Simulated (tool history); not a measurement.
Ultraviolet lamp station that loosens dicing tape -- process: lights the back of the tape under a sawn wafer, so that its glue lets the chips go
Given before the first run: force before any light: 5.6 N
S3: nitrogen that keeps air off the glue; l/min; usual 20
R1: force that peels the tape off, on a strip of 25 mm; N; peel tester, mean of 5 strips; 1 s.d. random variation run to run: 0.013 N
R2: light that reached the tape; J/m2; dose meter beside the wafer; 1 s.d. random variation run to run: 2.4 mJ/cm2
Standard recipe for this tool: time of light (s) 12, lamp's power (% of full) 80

run 1 hour=0.0 | time_of_light_(s)=12 lamp's_power_(%_of_full)=80 S3=20 | R1=0.673 R2=2420
run 2 hour=29.6 | time_of_light_(s)=12 lamp's_power_(%_of_full)=80 S3=20 | R1=0.678 R2=2450
run 3 hour=80.7 | time_of_light_(s)=14 lamp's_power_(%_of_full)=80 S3=20 | R1=0.485 R2=2820
run 4 hour=113.0 | time_of_light_(s)=12 lamp's_power_(%_of_full)=80 S3=10 | R1=0.984 R2=2340
run 5 hour=175.5 | time_of_light_(s)=12 lamp's_power_(%_of_full)=80 S3=10 | R1=0.956 R2=2370
run 6 hour=205.4 | time_of_light_(s)=12 lamp's_power_(%_of_full)=80 S3=10 | R1=0.985 R2=2350
run 7 hour=247.9 | time_of_light_(s)=12 lamp's_power_(%_of_full)=80 S3=20 | R1=0.711 R2=2280
run 8 hour=275.7 | time_of_light_(s)=12 lamp's_power_(%_of_full)=80 S3=20 | R1=0.737 R2=2300
-- hour=299.3 window cleaned of glue's vapour
run 9 hour=315.0 | time_of_light_(s)=12 lamp's_power_(%_of_full)=80 S3=20 | R1=0.633 R2=2500
run 10 hour=351.5 | time_of_light_(s)=12 lamp's_power_(%_of_full)=80 S3=20 | R1=0.623 R2=2450
run 11 hour=395.0 | time_of_light_(s)=13 lamp's_power_(%_of_full)=80 S3=20 | R1=0.545 R2=2630
run 12 hour=426.0 | time_of_light_(s)=11 lamp's_power_(%_of_full)=80 S3=20 | R1=0.784 R2=2250
run 13 hour=485.9 | time_of_light_(s)=12 lamp's_power_(%_of_full)=64 S3=20 | R1=0.984 R2=1930
run 14 hour=514.0 | time_of_light_(s)=12 lamp's_power_(%_of_full)=64 S3=20 | R1=1.041 R2=1920
run 15 hour=575.1 | time_of_light_(s)=12 lamp's_power_(%_of_full)=80 S3=13 | R1=0.832 R2=2390
run 16 hour=601.6 | time_of_light_(s)=14 lamp's_power_(%_of_full)=80 S3=34 | R1=0.412 R2=2730
run 17 hour=630.5 | time_of_light_(s)=14 lamp's_power_(%_of_full)=80 S3=34 | R1=0.429 R2=2790
run 18 hour=692.7 | time_of_light_(s)=14 lamp's_power_(%_of_full)=80 S3=34 | R1=0.448 R2=2690
run 19 hour=725.5 | time_of_light_(s)=13 lamp's_power_(%_of_full)=77 S3=7 | R1=1.099 R2=2400
run 20 hour=762.6 | time_of_light_(s)=13 lamp's_power_(%_of_full)=77 S3=12 | R1=0.886 R2=2380
run 21 hour=798.8 | time_of_light_(s)=12 lamp's_power_(%_of_full)=80 S3=29 | R1=0.643 R2=2280
run 22 hour=831.8 | time_of_light_(s)=21 lamp's_power_(%_of_full)=80 S3=20 | R1=0.265 R2=3960
run 23 hour=873.5 | time_of_light_(s)=21 lamp's_power_(%_of_full)=80 S3=20 | R1=0.269 R2=3890
run 24 hour=912.8 | time_of_light_(s)=9 lamp's_power_(%_of_full)=80 S3=8 | R1=1.661 R2=1670
run 25 hour=949.1 | time_of_light_(s)=9 lamp's_power_(%_of_full)=68 S3=28 | R1=1.412 R2=1440
run 26 hour=1012.1 | time_of_light_(s)=8 lamp's_power_(%_of_full)=74 S3=24 | R1=1.580 R2=1370
run 27 hour=1045.7 | time_of_light_(s)=12 lamp's_power_(%_of_full)=69 S3=20 | R1=1.031 R2=1890
run 28 hour=1100.2 | time_of_light_(s)=12 lamp's_power_(%_of_full)=69 S3=20 | R1=1.011 R2=1840

4 ways to go on from here, each from the tool as it stands after run 28. What would each give?
run A hour=1155.6 | time_of_light_(s)=15 lamp's_power_(%_of_full)=97 S3=19 | R1=? R2=?
run B hour=1155.6 | time_of_light_(s)=12 lamp's_power_(%_of_full)=78 S3=20 | R1=? R2=?
run C hour=1155.6 | time_of_light_(s)=12 lamp's_power_(%_of_full)=61 S3=30 | R1=? R2=?
run D hour=1155.6 | time_of_light_(s)=13 lamp's_power_(%_of_full)=80 S3=20 | R1=? R2=?

run=A R1=0.373 R2=3210
run=B R1=0.847 R2=2070
run=C R1=1.163 R2=1610
run=D R1=0.736 R2=2340
Had the tool no hidden state, the same runs would have come out as:
run=A R1=0.248 R2=3950
run=B R1=0.583 R2=2550
run=C R1=0.830 R2=1980
run=D R1=0.498 R2=2870
